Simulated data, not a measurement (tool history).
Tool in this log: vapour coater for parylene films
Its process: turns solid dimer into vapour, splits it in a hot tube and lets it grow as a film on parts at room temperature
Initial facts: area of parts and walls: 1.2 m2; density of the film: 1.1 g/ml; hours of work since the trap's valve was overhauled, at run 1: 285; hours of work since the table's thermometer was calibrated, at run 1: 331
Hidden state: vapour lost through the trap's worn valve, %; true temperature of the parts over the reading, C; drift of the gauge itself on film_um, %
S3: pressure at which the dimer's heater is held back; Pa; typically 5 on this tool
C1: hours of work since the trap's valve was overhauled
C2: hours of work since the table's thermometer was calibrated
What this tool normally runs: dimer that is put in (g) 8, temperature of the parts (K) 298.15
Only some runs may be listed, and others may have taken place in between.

{"run": 1, "hour": 0.0, "dimer that is put in (g)": 8, "temperature of the parts (K)": 298.15, "S3": 5, "C1": 285, "C2": 331, "thickness of the film (um)": 3.54}
{"run": 2, "hour": 10.4, "dimer that is put in (g)": 8, "temperature of the parts (K)": 309.15, "S3": 5, "C1": 295, "C2": 340, "thickness of the film (um)": 2.95}
{"run": 3, "hour": 20.5, "dimer that is put in (g)": 8, "temperature of the parts (K)": 309.15, "S3": 5, "C1": 304, "C2": 349, "thickness of the film (um)": 2.96}
{"run": 4, "hour": 31.4, "dimer that is put in (g)": 8, "temperature of the parts (K)": 298.15, "S3": 5, "C1": 313, "C2": 359, "thickness of the film (um)": 3.54}
{"run": 5, "hour": 50.1, "dimer that is put in (g)": 8, "temperature of the parts (K)": 298.15, "S3": 5, "C1": 330, "C2": 376, "thickness of the film (um)": 3.51}
{"run": 6, "hour": 58.2, "dimer that is put in (g)": 8, "temperature of the parts (K)": 298.15, "S3": 5, "C1": 338, "C2": 383, "thickness of the film (um)": 3.51}
{"run": 7, "hour": 74.7, "dimer that is put in (g)": 8, "temperature of the parts (K)": 298.15, "S3": 5, "C1": 352, "C2": 398, "thickness of the film (um)": 3.53}
{"run": 8, "hour": 92.2, "dimer that is put in (g)": 8, "temperature of the parts (K)": 298.15, "S3": 5, "C1": 368, "C2": 414, "thickness of the film (um)": 3.53}
{"run": 9, "hour": 109.8, "dimer that is put in (g)": 8, "temperature of the parts (K)": 298.15, "S3": 5, "C1": 384, "C2": 429, "thickness of the film (um)": 3.52}
{"run": 10, "hour": 117.9, "dimer that is put in (g)": 8, "temperature of the parts (K)": 298.15, "S3": 5, "C1": 391, "C2": 437, "thickness of the film (um)": 3.49}
{"run": 11, "hour": 129.7, "dimer that is put in (g)": 8, "temperature of the parts (K)": 298.15, "S3": 5, "C1": 402, "C2": 447, "thickness of the film (um)": 3.48}
{"run": 12, "hour": 143.1, "dimer that is put in (g)": 8, "temperature of the parts (K)": 298.15, "S3": 5, "C1": 414, "C2": 459, "thickness of the film (um)": 3.49}
{"run": 13, "hour": 156.8, "dimer that is put in (g)": 8, "temperature of the parts (K)": 298.15, "S3": 5, "C1": 426, "C2": 472, "thickness of the film (um)": 3.48}
{"run": 14, "hour": 168.8, "dimer that is put in (g)": 8, "temperature of the parts (K)": 298.15, "S3": 5, "C1": 437, "C2": 482, "thickness of the film (um)": 3.45}
{"run": 15, "hour": 182.7, "dimer that is put in (g)": 8, "temperature of the parts (K)": 298.15, "S3": 5, "C1": 449, "C2": 495, "thickness of the film (um)": 3.47}
{"run": 16, "hour": 193.8, "dimer that is put in (g)": 8, "temperature of the parts (K)": 298.15, "S3": 5, "C1": 459, "C2": 505, "thickness of the film (um)": 3.48}
{"run": 17, "hour": 206.5, "dimer that is put in (g)": 8, "temperature of the parts (K)": 298.15, "S3": 5, "C1": 471, "C2": 516, "thickness of the film (um)": 3.44}
{"run": 18, "hour": 221.5, "dimer that is put in (g)": 8, "temperature of the parts (K)": 298.15, "S3": 5, "C1": 484, "C2": 530, "thickness of the film (um)": 3.45}
{"run": 19, "hour": 237.2, "dimer that is put in (g)": 8, "temperature of the parts (K)": 298.15, "S3": 4.71, "C1": 498, "C2": 544, "thickness of the film (um)": 3.51}
{"run": 20, "hour": 253.6, "dimer that is put in (g)": 8, "temperature of the parts (K)": 298.15, "S3": 5, "C1": 513, "C2": 559, "thickness of the film (um)": 3.45}
{"run": 21, "hour": 269.4, "dimer that is put in (g)": 7, "temperature of the parts (K)": 300.15, "S3": 7.59, "C1": 527, "C2": 573, "thickness of the film (um)": 2.7}
{"run": 22, "hour": 282.1, "dimer that is put in (g)": 8, "temperature of the parts (K)": 302.15, "S3": 5, "C1": 539, "C2": 584, "thickness of the film (um)": 3.19}
{"hour": 284.4, "done": "table's thermometer calibrated"}
{"run": 23, "hour": 300.2, "dimer that is put in (g)": 8, "temperature of the parts (K)": 296.15, "S3": 5.19, "C1": 554, "C2": 14, "thickness of the film (um)": 3.52}
{"run": 24, "hour": 307.7, "dimer that is put in (g)": 8, "temperature of the parts (K)": 296.15, "S3": 5.19, "C1": 561, "C2": 21, "thickness of the film (um)": 3.51}
{"run": 25, "hour": 326.6, "dimer that is put in (g)": 9, "temperature of the parts (K)": 301.15, "S3": 2.44, "C1": 578, "C2": 38, "thickness of the film (um)": 4.18}
{"run": 26, "hour": 339.9, "dimer that is put in (g)": 6, "temperature of the parts (K)": 296.15, "S3": 4.44, "C1": 590, "C2": 50, "thickness of the film (um)": 2.69}
{"run": 27, "hour": 348.8, "dimer that is put in (g)": 6, "temperature of the parts (K)": 296.15, "S3": 4.44, "C1": 598, "C2": 58, "thickness of the film (um)": 2.7}
{"hour": 353.2, "done": "table's thermometer calibrated, once more"}
{"run": 28, "hour": 364.7, "dimer that is put in (g)": 6, "temperature of the parts (K)": 296.15, "S3": 4.44, "C1": 611, "C2": 10, "thickness of the film (um)": 2.69}
{"run": 29, "hour": 374.1, "dimer that is put in (g)": 6, "temperature of the parts (K)": 296.15, "S3": 4.44, "C1": 620, "C2": 19, "thickness of the film (um)": 2.7}
{"hour": 385.0, "done": "trap's valve overhauled"}
{"run": 30, "hour": 396.8, "dimer that is put in (g)": 8, "temperature of the parts (K)": 307.15, "S3": 5, "C1": 11, "C2": 36, "thickness of the film (um)": 3.24}
{"run": 31, "hour": 408.7, "dimer that is put in (g)": 5, "temperature of the parts (K)": 298.15, "S3": 2.07, "C1": 21, "C2": 46, "thickness of the film (um)": 2.78}
{"run": 32, "hour": 425.1, "dimer that is put in (g)": 5, "temperature of the parts (K)": 308.15, "S3": 11.85, "C1": 36, "C2": 61, "thickness of the film (um)": 1.67}
{"run": 33, "hour": 441.9, "dimer that is put in (g)": 5, "temperature of the parts (K)": 308.15, "S3": 11.85, "C1": 51, "C2": 76, "thickness of the film (um)": 1.68}
{"run": 34, "hour": 452.1, "dimer that is put in (g)": 4, "temperature of the parts (K)": 298.15, "S3": 5, "C1": 60, "C2": 85, "thickness of the film (um)": 1.84}
{"run": 35, "hour": 469.3, "dimer that is put in (g)": 4, "temperature of the parts (K)": 298.15, "S3": 5, "C1": 76, "C2": 101, "thickness of the film (um)": 1.86}
{"run": 36, "hour": 480.2, "dimer that is put in (g)": 3, "temperature of the parts (K)": 298.15, "S3": 2.33, "C1": 86, "C2": 111, "thickness of the film (um)": 1.59}
{"run": 37, "hour": 497.9, "dimer that is put in (g)": 9, "temperature of the parts (K)": 298.15, "S3": 5, "C1": 101, "C2": 126, "thickness of the film (um)": 4.11}
{"run": 38, "hour": 509.7, "dimer that is put in (g)": 9, "temperature of the parts (K)": 298.15, "S3": 5, "C1": 112, "C2": 137, "thickness of the film (um)": 4.12}
{"run": 39, "hour": 526.6, "dimer that is put in (g)": 9, "temperature of the parts (K)": 298.15, "S3": 5, "C1": 127, "C2": 152, "thickness of the film (um)": 4.1}
{"run": 40, "hour": 539.3, "dimer that is put in (g)": 4, "temperature of the parts (K)": 302.15, "S3": 5, "C1": 139, "C2": 164, "thickness of the film (um)": 1.72}

Describe how what the log doesn't record of the tool's condition differs between the last listed run preceding each entry between runs and the first listed run following it.
Between runs 22 and 23: table's thermometer calibrated (hour 284.4)
  vapour lost through the trap's worn valve, %: 8.1 -> 8.3; true temperature of the parts over the reading, C: -0.02 -> -0.03
  what was measured, less what the result would be without the hidden state, thickness of the film (um): -0.28 -> -0.32
Between runs 27 and 28: table's thermometer calibrated, once more (hour 353.2)
  vapour lost through the trap's worn valve, %: 8.8 -> 9; true temperature of the parts over the reading, C: -0.04 -> -0.07
  what was measured, less what the result would be without the hidden state, thickness of the film (um): -0.26 -> -0.26
Between runs 29 and 30: trap's valve overhauled (hour 385)
  vapour lost through the trap's worn valve, %: 9.1 -> 0.1
  what was measured, less what the result would be without the hidden state, thickness of the film (um): -0.27 -> +0
